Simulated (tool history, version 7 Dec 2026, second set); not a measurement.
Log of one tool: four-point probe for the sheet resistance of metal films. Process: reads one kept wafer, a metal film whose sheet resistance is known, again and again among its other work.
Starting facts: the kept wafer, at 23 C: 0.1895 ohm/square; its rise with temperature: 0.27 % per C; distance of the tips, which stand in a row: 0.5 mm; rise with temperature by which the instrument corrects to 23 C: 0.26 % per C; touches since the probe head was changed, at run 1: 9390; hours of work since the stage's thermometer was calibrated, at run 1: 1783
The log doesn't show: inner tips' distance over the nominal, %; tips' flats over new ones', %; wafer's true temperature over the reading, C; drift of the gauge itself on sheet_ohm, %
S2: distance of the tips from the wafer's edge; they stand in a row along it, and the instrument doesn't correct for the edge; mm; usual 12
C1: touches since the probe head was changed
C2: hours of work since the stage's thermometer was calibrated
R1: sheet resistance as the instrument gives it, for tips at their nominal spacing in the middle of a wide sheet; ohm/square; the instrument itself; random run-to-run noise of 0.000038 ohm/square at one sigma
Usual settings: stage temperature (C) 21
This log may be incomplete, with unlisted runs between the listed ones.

Run 1, day 0: usual settings; C1 9390; C2 1783. Result: R1 0.189698 ohm/square.
Run 2, day 0.692: usual settings; C1 9740; C2 1796. Result: R1 0.1897 ohm/square.
Run 3, day 1.054: usual settings; C1 9925; C2 1803. Result: R1 0.189715 ohm/square.
Run 4, day 1.667: usual settings; C1 10234; C2 1814. Result: R1 0.189758 ohm/square.
Run 5, day 1.958: usual settings; C1 10383; C2 1819. Result: R1 0.189744 ohm/square.
Run 6, day 2.354: usual settings; C1 10581; C2 1827. Result: R1 0.189756 ohm/square.
Run 7, day 2.667: usual settings; C1 10740; C2 1832. Result: R1 0.189709 ohm/square.
Run 8, day 3.125: usual settings; C1 10973; C2 1841. Result: R1 0.189676 ohm/square.
Run 9, day 3.812: usual settings; C1 11320; C2 1853. Result: R1 0.189734 ohm/square.
Run 10, day 4.371: usual settings but stage temperature (C) 28; C1 11603; C2 1864. Result: R1 0.189913 ohm/square.
At day 4.421: stage's thermometer calibrated.
Run 11, day 4.717: usual settings but stage temperature (C) 30; C1 11769; C2 5. Result: R1 0.189975 ohm/square.
Run 12, day 5.212: usual settings but stage temperature (C) 31; C1 12019; C2 15. Result: R1 0.190129 ohm/square.
Run 13, day 5.758: usual settings but S2 7 mm; C1 12296; C2 25. Result: R1 0.190255 ohm/square.
Run 14, day 6.458: usual settings; C1 12650; C2 37. Result: R1 0.189895 ohm/square.
Run 15, day 6.754: usual settings; C1 12801; C2 43. Result: R1 0.189888 ohm/square.
Run 16, day 7.321: usual settings but stage temperature (C) 22, S2 3 mm; C1 13088; C2 53. Result: R1 0.192581 ohm/square.
Run 17, day 7.829: usual settings but stage temperature (C) 22, S2 73 mm; C1 13344; C2 63. Result: R1 0.189856 ohm/square.
Run 18, day 8.496: usual settings but stage temperature (C) 29, S2 39 mm; C1 13681; C2 75. Result: R1 0.18994 ohm/square.
At day 8.775: stage's thermometer calibrated, once more.
Run 19, day 9.179: usual settings but stage temperature (C) 22, S2 41 mm; C1 14017; C2 7. Result: R1 0.18932 ohm/square.
Run 20, day 9.521: usual settings but stage temperature (C) 28, S2 6 mm; C1 14191; C2 14. Result: R1 0.1902 ohm/square.
Run 21, day 9.846: usual settings but stage temperature (C) 22, S2 5 mm; C1 14354; C2 20. Result: R1 0.190323 ohm/square.
Run 22, day 10.317: usual settings but stage temperature (C) 22, S2 5 mm; C1 14594; C2 28. Result: R1 0.190323 ohm/square.
Run 23, day 10.662: usual settings but stage temperature (C) 22, S2 5 mm; C1 14768; C2 35. Result: R1 0.190324 ohm/square.
Run 24, day 11.196: usual settings but stage temperature (C) 30, S2 55 mm; C1 15038; C2 44. Result: R1 0.189434 ohm/square.
Run 25, day 11.521: usual settings but stage temperature (C) 30, S2 55 mm; C1 15203; C2 50. Result: R1 0.189461 ohm/square.
Run 26, day 11.858: usual settings but stage temperature (C) 30, S2 55 mm; C1 15375; C2 57. Result: R1 0.189459 ohm/square.
Run 27, day 12.279: usual settings but stage temperature (C) 22, S2 13 mm; C1 15587; C2 64. Result: R1 0.189505 ohm/square.
Run 28, day 12.575: usual settings but stage temperature (C) 30, S2 21 mm; C1 15738; C2 70. Result: R1 0.189487 ohm/square.
Run 29, day 13.058: usual settings but stage temperature (C) 26, S2 27 mm; C1 15983; C2 79. Result: R1 0.18945 ohm/square.

Branching from run 29: 3 alternative next runs. What would each branch give?
Run A, day 13.583: usual settings but stage temperature (C) 34, S2 73 mm; C1 16249; C2 88. Result: R1 ?.
Run B, day 13.583: usual settings but stage temperature (C) 26, S2 7 mm; C1 16249; C2 88. Result: R1 ?.
Run C, day 13.583: usual settings but stage temperature (C) 24, S2 9 mm; C1 16249; C2 88. Result: R1 ?.

run        R1
  A  0.189543
  B  0.189991
  C   0.18965
Stripped of hidden state, with their random variation kept, the same runs would have yielded:
run        R1
  A  0.189686
  B  0.190134
  C  0.189792

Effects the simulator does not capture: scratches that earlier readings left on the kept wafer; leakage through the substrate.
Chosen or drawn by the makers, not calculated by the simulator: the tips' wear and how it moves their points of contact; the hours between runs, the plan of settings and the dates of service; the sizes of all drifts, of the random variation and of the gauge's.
